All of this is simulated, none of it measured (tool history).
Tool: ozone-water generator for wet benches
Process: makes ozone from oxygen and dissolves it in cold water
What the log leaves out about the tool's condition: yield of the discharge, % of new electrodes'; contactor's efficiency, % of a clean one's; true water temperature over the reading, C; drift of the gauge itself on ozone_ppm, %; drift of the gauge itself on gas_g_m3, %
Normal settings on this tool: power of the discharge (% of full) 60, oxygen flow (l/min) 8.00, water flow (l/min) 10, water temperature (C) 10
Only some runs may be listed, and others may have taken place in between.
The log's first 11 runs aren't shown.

run,hour,power of the discharge (% of full),oxygen flow (l/min),water flow (l/min),water temperature (C),hours of work since the electrodes were changed,hours of work since the contactor was cleaned,hours of work since the thermometer was calibrated,dissolved ozone (ppm),ozone in the gas ahead of the water (g/m3)
12,593.7,60,8.00,10,10,1051,4406,2148,29.4,192.4
# hour 650.6: contactor cleaned
13,667.0,60,8.00,8,10,1111,14,2207,33.5,189.5
14,758.0,60,8.00,8,10,1189,93,2286,33.6,188.6
15,831.7,60,8.00,8,10,1253,157,2350,33.2,187.6
16,919.7,60,8.00,10,10,1329,233,2426,29.4,189.1
17,974.1,60,8.00,6,10,1376,280,2473,38.8,189.3
18,1032.1,73,8.00,10,11,1427,330,2523,32.8,217.5
19,1115.6,60,6.56,10,9,1499,402,2596,29.7,201.9
# hour 1177.8: gauge calibrated
20,1205.2,60,6.56,10,9,1576,480,2673,29.6,204.9
21,1281.8,67,8.00,10,15,1643,546,2740,28.6,207.2
22,1333.0,67,8.00,10,15,1687,591,2784,28.3,207.4
23,1415.5,67,8.00,10,15,1758,662,2855,28.4,206.6
24,1461.3,82,8.00,14,15,1798,702,2895,26.2,239.1
25,1549.8,82,4.08,14,6,1875,778,2971,27.2,296.7
26,1634.2,82,4.08,14,6,1948,851,3045,27.6,295.2
27,1716.8,70,8.00,7,17,2019,923,3116,33.7,211.6
28,1771.9,60,12.07,10,10,2067,970,3164,28.4,165.7
29,1854.6,60,12.07,10,10,2138,1042,3235,28.8,165.5
30,1902.4,60,8.00,10,14,2180,1083,3277,26.8,188.8
# hour 1950.4: water thermometer calibrated
31,1958.5,60,4.90,15,10,2228,1131,7,20.4,220.8
32,2024.2,45,8.00,10,8,2285,1188,64,24.7,153.9

Consider 5 possible next runs. They are alternatives, not a sequence: every one starts from the tool as it was left by run 32. What does each give?
A,2086.3,45,10.36,10,8,2339,1242,118,?,?
B,2086.3,85,8.00,10,8,2339,1242,118,?,?
C,2086.3,45,8.00,10,10,2339,1242,118,?,?
D,2086.3,45,8.74,10,5,2339,1242,118,?,?
E,2086.3,42,10.33,10,5,2339,1242,118,?,?

run,dissolved ozone (ppm),ozone in the gas ahead of the water (g/m3)
A,24.8,140.9
B,39.0,240.8
C,24.1,155.0
D,26.5,149.3
E,25.1,134.2
Take away the tool's hidden state, keep each run's random variation, and the runs would have read:
run,dissolved ozone (ppm),ozone in the gas ahead of the water (g/m3)
A,24.8,144.2
B,39.0,246.5
C,24.2,158.7
D,26.6,152.8
E,25.2,137.4
